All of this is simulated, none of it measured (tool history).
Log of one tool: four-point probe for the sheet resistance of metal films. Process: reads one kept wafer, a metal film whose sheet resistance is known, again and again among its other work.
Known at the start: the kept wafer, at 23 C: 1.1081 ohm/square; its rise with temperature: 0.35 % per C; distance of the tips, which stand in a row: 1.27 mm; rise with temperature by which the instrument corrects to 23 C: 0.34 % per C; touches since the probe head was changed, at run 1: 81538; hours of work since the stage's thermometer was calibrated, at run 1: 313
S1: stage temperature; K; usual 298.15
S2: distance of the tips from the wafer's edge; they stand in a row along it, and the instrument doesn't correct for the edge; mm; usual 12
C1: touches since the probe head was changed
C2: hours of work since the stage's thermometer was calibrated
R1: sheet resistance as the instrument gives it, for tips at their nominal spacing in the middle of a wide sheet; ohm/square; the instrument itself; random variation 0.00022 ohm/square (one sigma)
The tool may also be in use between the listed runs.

run   hour      S1  S2     C1   C2        R1
  1    0.0  298.15  12  81538  313  1.128751
  2   19.3  298.15  19  82311  326  1.124526
  3   33.8  298.15  19  82890  335  1.124369
  4   50.8  298.15  12  83569  346  1.128492
  5   60.0  298.15  62  83934  352  1.121907
  6   73.1  298.15  15  84458  361  1.126496
  7   92.9  298.15  15  85249  374  1.126206
  8  109.7  293.15  34  85921  385  1.122392
  9  125.9  293.15  20  86569  396  1.124424
 10  136.2  293.15  20  86979  403  1.124172
 11  146.7  293.15  20  87400  410  1.124282
 12  159.5  293.15  20  87909  418  1.124294

Some steps in R1 between neighbouring runs. How much of each would the tool show without its hidden state too (settings, what came in, random variation), and how much is left for the hidden state, with any gauge scatter that isn't in both results?
The hidden state here: inner tips' distance over the nominal, %; tips' flats over new ones', %; wafer's true temperature over the reading, C; drift of the gauge itself on sheet_ohm, %.
Run 3 -> 4: S2 19 -> 12. R1 +0.004123 ohm/square: hidden state +0.000108, all else +0.004015.
Run 4 -> 5: S2 12 -> 62. R1 -0.006585 ohm/square: hidden state -0.000036, all else -0.006549.
